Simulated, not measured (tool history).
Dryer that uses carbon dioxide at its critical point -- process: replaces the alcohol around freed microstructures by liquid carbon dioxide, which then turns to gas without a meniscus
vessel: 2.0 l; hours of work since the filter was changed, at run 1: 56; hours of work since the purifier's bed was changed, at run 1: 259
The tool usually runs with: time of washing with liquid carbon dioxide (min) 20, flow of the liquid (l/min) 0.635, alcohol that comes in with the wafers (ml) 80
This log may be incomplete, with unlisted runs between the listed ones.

run   hour  time of washing with liquid carbon dioxide (min)  flow of the liquid (l/min)  alcohol that comes in with the wafers (ml)  hours of work since the filter was changed  hours of work since the purifier's bed was changed  alcohol left in the vessel before it's heated (ppm by volume)
  1    0.0                                                20                       0.635                                          80                                          56                                                 259                                                            157
  2   15.1                                                20                       0.860                                          80                                          64                                                 266                                                             73
  3   28.9                                                20                       0.860                                          80                                          71                                                 273                                                             74
  4   41.4                                                20                       0.860                                          49                                          77                                                 279                                                             74
  5   50.9                                                20                       0.860                                          49                                          82                                                 284                                                             59
  6   59.7                                                20                       0.860                                          49                                          86                                                 289                                                             61
  7   66.5                                                20                       0.635                                          80                                          89                                                 292                                                            170
  8   81.9                                                20                       0.635                                          80                                          97                                                 300                                                            167
  9   94.9                                                20                       0.635                                          80                                         104                                                 306                                                            167
 10  103.4                                                14                       0.635                                          80                                         108                                                 311                                                            690
 11  110.4                                                20                       0.635                                          80                                         112                                                 314                                                            171
 12  124.3                                                20                       0.635                                          80                                         119                                                 321                                                            177
 13  138.1                                                20                       0.635                                          80                                         126                                                 328                                                            173
 14  144.6                                                20                       0.635                                          80                                         129                                                 332                                                            174
 15  150.9                                                20                       0.635                                          28                                         132                                                 335                                                            106
 16  158.7                                                20                       0.635                                          28                                         136                                                 339                                                            111
 17  171.4                                                20                       0.635                                          28                                         142                                                 345                                                            111
 18  183.9                                                20                       0.676                                          28                                         149                                                 351                                                             95
 19  190.2                                                20                       0.676                                          28                                         152                                                 355                                                            105
 20  198.9                                                20                       0.400                                          28                                         156                                                 359                                                            455
 21  206.0                                                20                       0.400                                          28                                         160                                                 363                                                            487
 22  220.0                                                20                       0.400                                          28                                         167                                                 370                                                            485
 23  230.9                                                20                       0.400                                          28                                         172                                                 375                                                            474
 24  244.7                                                20                       0.400                                          28                                         179                                                 382                                                            465
 25  251.9                                                20                       0.400                                          28                                         183                                                 386                                                            479
 26  267.3                                                20                       0.400                                          28                                         191                                                 393                                                            494
 27  280.8                                                20                       0.400                                          28                                         198                                                 400                                                            476
 28  294.9                                                20                       0.400                                          28                                         205                                                 407                                                            499
 29  309.6                                                13                       0.709                                          80                                         212                                                 415                                                            651
 30  324.0                                                20                       0.635                                          21                                         219                                                 422                                                            119
 31  336.8                                                28                       0.971                                          21                                         226                                                 428                                                             80
 32  343.8                                                20                       0.532                                          80                                         229                                                 432                                                            410
 33  350.4                                                18                       0.635                                         106                                         233                                                 435                                                            366
 34  358.9                                                18                       0.635                                         106                                         237                                                 440                                                            364
 35  368.2                                                18                       0.635                                         106                                         242                                                 444                                                            384
 36  379.5                                                20                       0.454                                          76                                         247                                                 450                                                            763
 37  390.4                                                20                       0.454                                          76                                         253                                                 456                                                            766
 38  400.7                                                26                       0.705                                          74                                         258                                                 461                                                             95
 39  415.4                                                20                       0.527                                          80                                         266                                                 468                                                            444
 40  424.7                                                26                       0.590                                          38                                         270                                                 473                                                            124
 41  438.5                                                16                       0.879                                          87                                         277                                                 480                                                            155
 42  444.8                                                16                       0.879                                          87                                         280                                                 483                                                            149
 43  457.2                                                16                       0.879                                          87                                         287                                                 489                                                            156
 44  470.3                                                19                       1.065                                          23                                         293                                                 496                                                             98
 45  477.4                                                17                       1.065                                          23                                         297                                                 499                                                            104
 46  483.7                                                26                       1.042                                          69                                         300                                                 503                                                             98
 47  492.6                                                20                       0.854                                          77                                         305                                                 507                                                            119
 48  505.9                                                20                       0.854                                          77                                         311                                                 514                                                            126

Measured minus without-hidden-state, run by run (identical run-to-run variation in each term; gauge scatter may differ):
Hidden state at play: flow that reaches the vessel past the clogged filter, %; alcohol in the recycled carbon dioxide, ppm; drift of the gauge itself on alcohol_ppm, %.
run  alcohol left in the vessel before it's heated (ppm by volume)
  1                                                            +55
  2                                                            +52
  3                                                            +54
  4                                                            +54
  5                                                            +54
  6                                                            +56
  7                                                            +65
  8                                                            +68
  9                                                            +70
 10                                                           +108
 11                                                            +73
 12                                                            +76
 13                                                            +76
 14                                                            +77
 15                                                            +70
 16                                                            +71
 17                                                            +73
 18                                                            +71
 19                                                            +73
 20                                                           +107
 21                                                           +111
 22                                                           +113
 23                                                           +113
 24                                                           +116
 25                                                           +120
 26                                                           +124
 27                                                           +125
 28                                                           +130
 29                                                           +166
 30                                                            +87
 31                                                            +80
 32                                                           +142
 33                                                           +138
 34                                                           +138
 35                                                           +145
 36                                                           +195
 37                                                           +202
 38                                                            +94
 39                                                           +162
 40                                                            +99
 41                                                           +111
 42                                                           +111
 43                                                           +113
 44                                                            +96
 45                                                            +96
 46                                                            +98
 47                                                           +105
 48                                                           +106

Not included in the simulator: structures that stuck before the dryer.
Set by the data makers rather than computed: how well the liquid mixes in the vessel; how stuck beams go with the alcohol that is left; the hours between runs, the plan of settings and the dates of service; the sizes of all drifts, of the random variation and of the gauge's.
